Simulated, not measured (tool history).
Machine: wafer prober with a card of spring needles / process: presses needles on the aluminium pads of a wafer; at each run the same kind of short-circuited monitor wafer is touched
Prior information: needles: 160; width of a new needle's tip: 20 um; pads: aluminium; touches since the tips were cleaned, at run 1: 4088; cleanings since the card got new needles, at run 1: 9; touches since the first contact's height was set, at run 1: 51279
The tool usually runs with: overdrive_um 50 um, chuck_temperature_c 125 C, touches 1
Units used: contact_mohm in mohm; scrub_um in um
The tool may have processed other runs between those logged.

| run | hour | overdrive_um | chuck_temperature_c | touches | touches since the tips were cleaned | cleanings since the card got new needles | touches since the first contact's height was set | contact_mohm | scrub_um |
|---|---|---|---|---|---|---|---|---|---|
| 1 | 0.0 | 50 | 125 | 1 | 4088 | 9 | 51279 | 329 | 7.21 |
|  | 3.9 | tips cleaned on abrasive film |
| 2 | 16.1 | 50 | 125 | 1 | 2371 | 10 | 54379 | 320 | 7.13 |
| 3 | 26.7 | 50 | 125 | 1 | 4418 | 10 | 56426 | 333 | 7.15 |
|  | 28.8 | tips cleaned on abrasive film |
| 4 | 43.0 | 50 | 125 | 1 | 2736 | 11 | 59539 | 326 | 7.17 |
|  | 54.1 | tips cleaned on abrasive film |
| 5 | 62.6 | 50 | 125 | 1 | 1638 | 12 | 63314 | 318 | 7.15 |
|  | 79.7 | tips cleaned on abrasive film |
| 6 | 82.7 | 50 | 65 | 1 | 594 | 13 | 67186 | 293 | 7.12 |
| 7 | 101.5 | 50 | 125 | 2 | 4213 | 13 | 70805 | 318 | 7.16 |
|  | 105.1 | tips cleaned on abrasive film |
| 8 | 112.6 | 50 | 125 | 2 | 1457 | 14 | 72932 | 309 | 7.21 |
| 9 | 123.4 | 50 | 125 | 2 | 3546 | 14 | 75021 | 317 | 7.18 |
|  | 130.0 | tips cleaned on abrasive film |
| 10 | 143.9 | 50 | 125 | 2 | 2685 | 15 | 78968 | 314 | 7.16 |
|  | 155.3 | tips cleaned on abrasive film |
| 11 | 162.3 | 50 | 125 | 2 | 1354 | 16 | 82496 | 311 | 7.08 |
| 12 | 174.9 | 50 | 125 | 2 | 3788 | 16 | 84930 | 318 | 7.12 |
|  | 181.8 | tips cleaned on abrasive film |
| 13 | 185.1 | 50 | 125 | 3 | 633 | 17 | 86879 | 301 | 7.12 |
| 14 | 197.0 | 50 | 125 | 3 | 2931 | 17 | 89177 | 310 | 7.10 |
|  | 206.9 | tips cleaned on abrasive film |
| 15 | 209.0 | 50 | 125 | 3 | 412 | 18 | 91479 | 300 | 7.04 |
| 16 | 220.4 | 50 | 125 | 3 | 2618 | 18 | 93685 | 311 | 7.13 |
|  | 232.5 | tips cleaned on abrasive film |
| 17 | 238.4 | 50 | 125 | 3 | 1135 | 19 | 97138 | 306 | 7.01 |
| 18 | 254.9 | 33 | 125 | 2 | 4329 | 19 | 100332 | 350 | 4.62 |
|  | 258.2 | tips cleaned on abrasive film |
| 19 | 266.0 | 33 | 125 | 2 | 1494 | 20 | 102445 | 329 | 4.48 |
| 20 | 282.3 | 31 | 45 | 3 | 4647 | 20 | 105598 | 321 | 4.23 |
|  | 284.3 | tips cleaned on abrasive film |
| 21 | 291.8 | 66 | 125 | 3 | 1457 | 21 | 107415 | 303 | 9.32 |
|  | 310.4 | tips cleaned on abrasive film |
| 22 | 312.0 | 38 | 65 | 3 | 305 | 22 | 111287 | 292 | 5.26 |
| 23 | 333.9 | 38 | 25 | 1 | 4552 | 22 | 115534 | 346 | 5.21 |
|  | 336.1 | tips cleaned on abrasive film |
| 24 | 346.4 | 50 | 26 | 1 | 1997 | 23 | 117927 | 298 | 7.00 |
| 25 | 356.3 | 50 | 26 | 1 | 3899 | 23 | 119829 | 315 | 6.87 |
|  | 360.9 | tips cleaned on abrasive film |
| 26 | 371.2 | 50 | 26 | 1 | 1988 | 24 | 122697 | 294 | 7.00 |
| 27 | 381.5 | 34 | 26 | 1 | 3972 | 24 | 124681 | 361 | 4.67 |
|  | 386.0 | tips cleaned on abrasive film |
| 28 | 396.9 | 38 | 113 | 1 | 2094 | 25 | 127634 | 346 | 5.18 |
| 29 | 409.4 | 59 | 122 | 1 | 4517 | 25 | 130057 | 326 | 8.28 |
|  | 411.1 | tips cleaned on abrasive film |
| 30 | 430.2 | 59 | 122 | 1 | 3680 | 26 | 134049 | 315 | 8.34 |
|  | 436.2 | tips cleaned on abrasive film |
| 31 | 443.3 | 36 | 32 | 1 | 1373 | 27 | 136561 | 321 | 4.88 |
| 32 | 460.1 | 36 | 32 | 2 | 4623 | 27 | 139811 | 321 | 4.85 |
|  | 461.4 | tips cleaned on abrasive film |
| 33 | 477.9 | 50 | 44 | 2 | 3184 | 28 | 143225 | 298 | 6.90 |
|  | 486.5 | tips cleaned on abrasive film |
| 34 | 489.0 | 52 | 106 | 2 | 491 | 29 | 145358 | 303 | 7.22 |

For some of the steps in contact_mohm from one run to the next: how much would appear even if the tool had no hidden state, given the settings, what came in and random variation, and how much remains for the hidden state plus any gauge scatter that the measured result and the result without hidden state don't share?
Hidden state present: debris on the tips, nm; way that the needles fall short of the set height, um; tips' diameter, um; drift of the gauge itself on contact_mohm, %; drift of the gauge itself on scrub_um, %.
Run 22 -> 23: chuck_temperature_c 65 -> 25, touches 3 -> 1. contact_mohm +54 mohm: hidden state +69, all else -15.
Run 23 -> 24: overdrive_um 38 -> 50, chuck_temperature_c 25 -> 26, tips cleaned on abrasive film. contact_mohm -48 mohm: hidden state -45, all else -3.
Run 26 -> 27: overdrive_um 50 -> 34. contact_mohm +67 mohm: hidden state +62, all else +5.

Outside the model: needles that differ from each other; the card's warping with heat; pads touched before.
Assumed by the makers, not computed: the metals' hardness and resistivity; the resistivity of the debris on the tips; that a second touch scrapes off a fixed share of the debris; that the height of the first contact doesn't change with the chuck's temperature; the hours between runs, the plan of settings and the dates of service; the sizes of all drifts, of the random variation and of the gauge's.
